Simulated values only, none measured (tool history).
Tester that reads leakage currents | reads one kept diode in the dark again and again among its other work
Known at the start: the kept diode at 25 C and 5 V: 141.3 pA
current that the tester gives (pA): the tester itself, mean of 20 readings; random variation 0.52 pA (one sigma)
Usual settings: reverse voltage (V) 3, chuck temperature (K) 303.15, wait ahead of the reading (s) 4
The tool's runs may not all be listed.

run	hour	reverse voltage (V)	chuck temperature (K)	wait ahead of the reading (s)	current that the tester gives (pA)
1	0	3	303.15	4	173.88
2	52.6	3	303.15	4	175.09
3	101.7	1.08	303.15	4	111.26
4	163.8	1.08	317.15	4	344.13
5	210.5	4.22	303.15	4	201.95
6	241.7	4.22	303.15	4	202.29
7	285.7	3	303.15	1.02	172.89
8	351.5	3	303.15	4	173.36
9	415	3	303.15	4	173.24
10	454	3	303.15	4	173.26
11	487.8	3	303.15	4	173.34
12	523.8	1.01	304.15	4	117.61
13	589.6	1.01	304.15	4	117.56
14	631.9	7.79	304.15	4	287.91
15	690.2	3	316.15	1.34	500.08
16	723.7	3	316.15	1.34	499.92
17	762.9	3.2	308.15	0.92	271.67
18	797.9	2.03	297.15	0.92	87.85
19	858.2	3.33	322.15	9.87	824.42

Not shown: 1 entry that the log had between the listed runs. Between which runs, and how does the tool's hidden state differ before and after?
Between runs 3 and 4: chuck's temperature calibrated (hour 156.2)
  true chuck temperature over the reading, C: 0.01 -> 0
